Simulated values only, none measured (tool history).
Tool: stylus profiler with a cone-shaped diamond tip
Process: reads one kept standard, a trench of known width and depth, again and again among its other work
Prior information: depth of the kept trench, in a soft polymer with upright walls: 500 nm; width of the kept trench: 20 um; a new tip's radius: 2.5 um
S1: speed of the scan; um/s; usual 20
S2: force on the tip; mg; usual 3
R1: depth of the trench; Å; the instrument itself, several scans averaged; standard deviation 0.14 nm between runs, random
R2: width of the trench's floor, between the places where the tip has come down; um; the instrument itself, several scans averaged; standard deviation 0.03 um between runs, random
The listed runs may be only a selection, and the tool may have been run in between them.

run 1 hour=0 | S1=20 S2=3 | R1=5072.8 R2=16.1
run 2 hour=60.8 | S1=20 S2=3 | R1=5075 R2=16.07
run 3 hour=108.5 | S1=20 S2=3 | R1=5072.8 R2=16
run 4 hour=151.6 | S1=20 S2=2.02 | R1=5060.4 R2=16.05
run 5 hour=215.8 | S1=20 S2=2.02 | R1=5060.3 R2=16
run 6 hour=269.4 | S1=8 S2=2.02 | R1=5063.7 R2=15.93
run 7 hour=321.2 | S1=8 S2=2.02 | R1=5062.3 R2=15.95
run 8 hour=382.7 | S1=20 S2=3.38 | R1=5081.2 R2=15.85
run 9 hour=435.1 | S1=20 S2=3 | R1=5078.6 R2=15.87
run 10 hour=488.7 | S1=20 S2=3 | R1=5075.9 R2=15.9
run 11 hour=544.1 | S1=20 S2=1.18 | R1=5054.1 R2=15.85
run 12 hour=601.4 | S1=20 S2=1.25 | R1=5055.7 R2=15.75
run 13 hour=631.1 | S1=7 S2=8.7 | R1=5139.1 R2=15.83
-- hour=635.7 height scale calibrated on a step standard
run 14 hour=693.8 | S1=6 S2=8.7 | R1=5152 R2=15.75
run 15 hour=724.1 | S1=6 S2=8.7 | R1=5152.8 R2=15.78
run 16 hour=767.6 | S1=6 S2=8.7 | R1=5154.7 R2=15.7
-- hour=771.6 height scale calibrated on a step standard, once more
run 17 hour=821.7 | S1=11 S2=2.24 | R1=5048.6 R2=15.7
run 18 hour=891.7 | S1=11 S2=2.24 | R1=5047.2 R2=15.65
run 19 hour=933.8 | S1=11 S2=2.24 | R1=5047.1 R2=15.66
run 20 hour=993.9 | S1=11 S2=2.24 | R1=5048.3 R2=15.62
run 21 hour=1044.5 | S1=5 S2=6.61 | R1=5096.4 R2=15.6

Below are 4 alternative next runs, each starting from the tool's condition after run 21. Predict each:
run A hour=1111.7 | S1=16 S2=3 | R1=? R2=?
run B hour=1111.7 | S1=7 S2=3 | R1=? R2=?
run C hour=1111.7 | S1=59 S2=6.61 | R1=? R2=?
run D hour=1111.7 | S1=37 S2=4.11 | R1=? R2=?

run=A R1=5056.9 R2=15.55
run=B R1=5059.6 R2=15.58
run=C R1=5100.4 R2=15.52
run=D R1=5072.7 R2=15.5
Without the tool's hidden state the same runs would have given:
run=A R1=5053.3 R2=16.97
run=B R1=5056 R2=17
run=C R1=5096.8 R2=16.94
run=D R1=5069.1 R2=16.92
